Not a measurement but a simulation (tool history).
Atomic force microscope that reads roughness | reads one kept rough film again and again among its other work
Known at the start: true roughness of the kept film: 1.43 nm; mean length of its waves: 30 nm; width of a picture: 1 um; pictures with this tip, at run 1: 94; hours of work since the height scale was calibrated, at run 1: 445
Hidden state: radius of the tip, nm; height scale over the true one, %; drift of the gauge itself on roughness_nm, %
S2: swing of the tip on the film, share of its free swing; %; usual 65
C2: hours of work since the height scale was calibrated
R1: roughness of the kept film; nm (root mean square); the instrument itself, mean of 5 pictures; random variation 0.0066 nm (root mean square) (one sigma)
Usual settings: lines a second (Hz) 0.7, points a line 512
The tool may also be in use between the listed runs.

{"run": 1, "hour": 0.0, "lines a second (Hz)": 0.7, "S2": 65, "points a line": 512, "pictures with this tip": 94, "C2": 445, "R1": 1.154}
{"hour": 26.8, "done": "new tip fitted"}
{"run": 2, "hour": 26.8, "lines a second (Hz)": 0.7, "S2": 65, "points a line": 512, "pictures with this tip": 0, "C2": 456, "R1": 1.315}
{"run": 3, "hour": 53.5, "lines a second (Hz)": 3.427, "S2": 65, "points a line": 512, "pictures with this tip": 27, "C2": 467, "R1": 1.157}
{"run": 4, "hour": 74.3, "lines a second (Hz)": 0.7, "S2": 57, "points a line": 512, "pictures with this tip": 48, "C2": 475, "R1": 1.21}
{"run": 5, "hour": 109.6, "lines a second (Hz)": 0.7, "S2": 57, "points a line": 512, "pictures with this tip": 84, "C2": 490, "R1": 1.179}
{"run": 6, "hour": 129.5, "lines a second (Hz)": 0.7, "S2": 57, "points a line": 512, "pictures with this tip": 104, "C2": 498, "R1": 1.143}
{"hour": 149.8, "done": "new tip fitted"}
{"run": 7, "hour": 164.3, "lines a second (Hz)": 0.7, "S2": 57, "points a line": 512, "pictures with this tip": 15, "C2": 512, "R1": 1.287}
{"run": 8, "hour": 205.9, "lines a second (Hz)": 0.7, "S2": 57, "points a line": 512, "pictures with this tip": 57, "C2": 529, "R1": 1.211}
{"run": 9, "hour": 231.2, "lines a second (Hz)": 0.7, "S2": 80, "points a line": 475, "pictures with this tip": 83, "C2": 540, "R1": 1.134}
{"hour": 235.2, "done": "height scale calibrated on a step standard"}
{"run": 10, "hour": 263.1, "lines a second (Hz)": 0.7, "S2": 80, "points a line": 475, "pictures with this tip": 115, "C2": 11, "R1": 1.083}
{"hour": 270.6, "done": "new tip fitted"}
{"run": 11, "hour": 295.0, "lines a second (Hz)": 1.303, "S2": 70, "points a line": 782, "pictures with this tip": 24, "C2": 24, "R1": 1.224}
{"run": 12, "hour": 316.3, "lines a second (Hz)": 0.566, "S2": 69, "points a line": 563, "pictures with this tip": 46, "C2": 33, "R1": 1.229}
{"run": 13, "hour": 363.3, "lines a second (Hz)": 0.601, "S2": 77, "points a line": 389, "pictures with this tip": 94, "C2": 53, "R1": 1.12}
{"hour": 380.3, "done": "height scale calibrated on a step standard, once more"}
{"hour": 394.0, "done": "new tip fitted"}
{"run": 14, "hour": 408.8, "lines a second (Hz)": 0.769, "S2": 77, "points a line": 724, "pictures with this tip": 15, "C2": 12, "R1": 1.266}
{"run": 15, "hour": 447.3, "lines a second (Hz)": 0.68, "S2": 77, "points a line": 261, "pictures with this tip": 54, "C2": 27, "R1": 1.19}

Forecast each of these 4 alternatives for the next run:
{"run": "A", "hour": 490.0, "lines a second (Hz)": 0.68, "S2": 77, "points a line": 1023, "pictures with this tip": 97, "C2": 45, "R1": "?"}
{"run": "B", "hour": 490.0, "lines a second (Hz)": 1.29, "S2": 80, "points a line": 600, "pictures with this tip": 97, "C2": 45, "R1": "?"}
{"run": "C", "hour": 490.0, "lines a second (Hz)": 2.045, "S2": 69, "points a line": 380, "pictures with this tip": 97, "C2": 45, "R1": "?"}
{"run": "D", "hour": 490.0, "lines a second (Hz)": 0.68, "S2": 56, "points a line": 261, "pictures with this tip": 97, "C2": 45, "R1": "?"}

run=A R1=1.139
run=B R1=1.097
run=C R1=1.099
run=D R1=1.157
Without the tool's hidden state the same runs would have given:
run=A R1=1.285
run=B R1=1.237
run=C R1=1.24
run=D R1=1.306
